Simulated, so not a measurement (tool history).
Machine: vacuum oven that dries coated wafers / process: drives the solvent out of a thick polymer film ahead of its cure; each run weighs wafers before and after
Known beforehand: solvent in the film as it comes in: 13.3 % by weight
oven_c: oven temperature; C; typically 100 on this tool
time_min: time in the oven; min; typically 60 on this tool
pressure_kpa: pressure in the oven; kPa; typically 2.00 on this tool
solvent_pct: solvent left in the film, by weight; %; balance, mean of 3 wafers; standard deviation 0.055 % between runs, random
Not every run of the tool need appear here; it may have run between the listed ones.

| run | day | oven_c | time_min | pressure_kpa | solvent_pct |
|---|---|---|---|---|---|
| 1 | 0.000 | 100 | 60 | 2.00 | 2.50 |
| 2 | 1.192 | 100 | 60 | 2.00 | 2.51 |
| 3 | 2.612 | 100 | 60 | 2.00 | 2.49 |
| 4 | 3.646 | 100 | 60 | 2.00 | 2.46 |
| 5 | 4.825 | 100 | 60 | 2.00 | 2.49 |
| 6 | 6.179 | 100 | 60 | 1.36 | 2.18 |
| 7 | 7.179 | 100 | 60 | 1.33 | 2.15 |
| 8 | 7.917 | 100 | 60 | 2.00 | 2.63 |
| 9 | 9.146 | 100 | 60 | 2.00 | 2.60 |
| 10 | 10.138 | 100 | 60 | 2.00 | 2.49 |
| 11 | 11.062 | 100 | 60 | 2.00 | 2.60 |
| 12 | 12.262 | 100 | 60 | 2.00 | 2.50 |
| 13 | 13.175 | 100 | 31 | 2.00 | 4.57 |
| 14 | 14.121 | 110 | 50 | 1.81 | 1.42 |
| 15 | 14.992 | 109 | 50 | 2.62 | 1.91 |
| 16 | 16.325 | 109 | 50 | 2.62 | 1.97 |
| 17 | 17.754 | 100 | 93 | 2.00 | 2.10 |
| 18 | 18.488 | 100 | 93 | 2.00 | 1.98 |
| 19 | 19.283 | 111 | 59 | 1.83 | 1.15 |
| 20 | 20.925 | 91 | 35 | 1.13 | 6.17 |

3 ways to go on from here, each from the tool as it stands after run 20. What would each give?
| A | 22.025 | 91 | 35 | 2.65 | ? |
| B | 22.025 | 93 | 72 | 2.00 | ? |
| C | 22.025 | 110 | 93 | 2.28 | ? |

| run | solvent_pct |
|---|---|
| A | 7.02 |
| B | 3.86 |
| C | 1.48 |
Without the tool's hidden state the same runs would have given:
| run | solvent_pct |
|---|---|
| A | 6.59 |
| B | 3.31 |
| C | 1.17 |

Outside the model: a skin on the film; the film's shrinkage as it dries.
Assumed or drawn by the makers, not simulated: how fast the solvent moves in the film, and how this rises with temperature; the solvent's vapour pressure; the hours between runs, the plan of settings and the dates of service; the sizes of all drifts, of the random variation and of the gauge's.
